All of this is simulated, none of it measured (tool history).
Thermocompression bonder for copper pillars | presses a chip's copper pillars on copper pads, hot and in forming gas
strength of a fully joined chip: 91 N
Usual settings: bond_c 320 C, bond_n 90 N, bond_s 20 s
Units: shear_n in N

| run | hour | bond_c | bond_n | bond_s | shear_n |
|---|---|---|---|---|---|
| 1 | 0.0 | 320 | 90 | 20 | 41.1 |
| 2 | 16.0 | 320 | 90 | 20 | 41.0 |
| 3 | 32.0 | 320 | 90 | 20 | 41.4 |
| 4 | 57.8 | 320 | 90 | 23 | 43.8 |
|  | 70.5 | forming gas filter changed |
| 5 | 83.6 | 320 | 90 | 20 | 41.8 |
| 6 | 106.7 | 337 | 90 | 20 | 50.2 |
| 7 | 132.7 | 337 | 90 | 20 | 50.2 |
| 8 | 145.9 | 337 | 90 | 20 | 50.8 |
|  | 174.2 | heater calibrated with a thermocouple chip |
| 9 | 174.2 | 337 | 90 | 20 | 50.2 |
| 10 | 195.3 | 337 | 63 | 51 | 49.5 |
| 11 | 221.5 | 337 | 63 | 51 | 49.8 |
|  | 226.1 | gauge calibrated |
| 12 | 245.5 | 314 | 90 | 25 | 41.9 |
| 13 | 264.2 | 322 | 65 | 18 | 28.7 |
| 14 | 286.6 | 320 | 90 | 38 | 52.2 |

4 ways to go on from here, each from the tool as it stands after run 14. What would each give?
| A | 305.6 | 315 | 127 | 38 | ? |
| B | 305.6 | 327 | 90 | 12 | ? |
| C | 305.6 | 320 | 74 | 11 | ? |
| D | 305.6 | 320 | 118 | 23 | ? |

| run | shear_n |
|---|---|
| A | 65.2 |
| B | 37.2 |
| C | 26.5 |
| D | 56.1 |
Without the tool's hidden state the same runs would have given:
| run | shear_n |
|---|---|
| A | 64.6 |
| B | 36.8 |
| C | 26.2 |
| D | 55.5 |

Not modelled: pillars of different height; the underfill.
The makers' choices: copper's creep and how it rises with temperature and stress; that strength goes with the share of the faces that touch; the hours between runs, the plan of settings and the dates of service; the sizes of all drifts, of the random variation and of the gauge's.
